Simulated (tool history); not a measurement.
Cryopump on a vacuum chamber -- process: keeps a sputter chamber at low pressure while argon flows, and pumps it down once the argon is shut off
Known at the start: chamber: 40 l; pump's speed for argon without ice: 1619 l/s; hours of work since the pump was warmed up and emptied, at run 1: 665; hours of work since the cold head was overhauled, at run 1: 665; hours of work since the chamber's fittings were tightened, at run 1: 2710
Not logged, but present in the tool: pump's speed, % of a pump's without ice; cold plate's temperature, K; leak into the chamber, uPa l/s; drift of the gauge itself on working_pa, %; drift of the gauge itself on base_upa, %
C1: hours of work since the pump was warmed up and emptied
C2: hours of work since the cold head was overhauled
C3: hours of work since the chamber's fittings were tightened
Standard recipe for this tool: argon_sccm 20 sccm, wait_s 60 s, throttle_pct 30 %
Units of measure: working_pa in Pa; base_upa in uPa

Run 1, hour 0: usual settings; C1 665; C2 665; C3 2710. Result: working_pa 0.074 Pa, base_upa 2.76 uPa.
Run 2, hour 67.9: usual settings; C1 694; C2 694; C3 2739. Result: working_pa 0.0752 Pa, base_upa 2.79 uPa.
Run 3, hour 113.6: usual settings; C1 714; C2 714; C3 2759. Result: working_pa 0.075 Pa, base_upa 2.75 uPa.
Run 4, hour 156.3: usual settings but throttle_pct 23 %; C1 732; C2 732; C3 2777. Result: working_pa 0.0955 Pa, base_upa 2.81 uPa.
At hour 203: leaking fittings of the chamber tightened, without venting.
Run 5, hour 224.5: usual settings but throttle_pct 23 %; C1 761; C2 761; C3 9. Result: working_pa 0.0956 Pa, base_upa 1.65 uPa.
Run 6, hour 289.7: usual settings but throttle_pct 23 %; C1 789; C2 789; C3 37. Result: working_pa 0.0961 Pa, base_upa 1.73 uPa.
Run 7, hour 336.6: usual settings but argon_sccm 29 sccm, throttle_pct 42 %; C1 809; C2 809; C3 57. Result: working_pa 0.0813 Pa, base_upa 1.64 uPa.
Run 8, hour 369.6: usual settings but argon_sccm 27 sccm, wait_s 56 s; C1 823; C2 823; C3 72. Result: working_pa 0.1016 Pa, base_upa 1.8 uPa.
Run 9, hour 420.4: usual settings but argon_sccm 10 sccm, wait_s 42 s; C1 845; C2 845; C3 93. Result: working_pa 0.0372 Pa, base_upa 2.27 uPa.
Run 10, hour 454.4: usual settings but argon_sccm 10 sccm, wait_s 42 s; C1 860; C2 860; C3 108. Result: working_pa 0.0382 Pa, base_upa 2.32 uPa.
Run 11, hour 502.5: usual settings but argon_sccm 10 sccm, wait_s 42 s; C1 880; C2 880; C3 129. Result: working_pa 0.0387 Pa, base_upa 2.36 uPa.
Run 12, hour 567.4: usual settings but argon_sccm 10 sccm, wait_s 42 s; C1 908; C2 908; C3 157. Result: working_pa 0.0374 Pa, base_upa 2.36 uPa.

For each entry between runs, how does the tool's hidden state at the last listed run before it compare with that at the first listed run after it?
After run 4, before run 5: leaking fittings of the chamber tightened, without venting (hour 203)
  pump's speed, % of a pump's without ice: 80.3 -> 79.5; cold plate's temperature, K: 12.18 -> 12.19; leak into the chamber, uPa l/s: 1795 -> 310
  measured less the result without the state, working_pa: +0.0052 -> +0.0055 Pa; base_upa: +1.2 -> +0.06 uPa

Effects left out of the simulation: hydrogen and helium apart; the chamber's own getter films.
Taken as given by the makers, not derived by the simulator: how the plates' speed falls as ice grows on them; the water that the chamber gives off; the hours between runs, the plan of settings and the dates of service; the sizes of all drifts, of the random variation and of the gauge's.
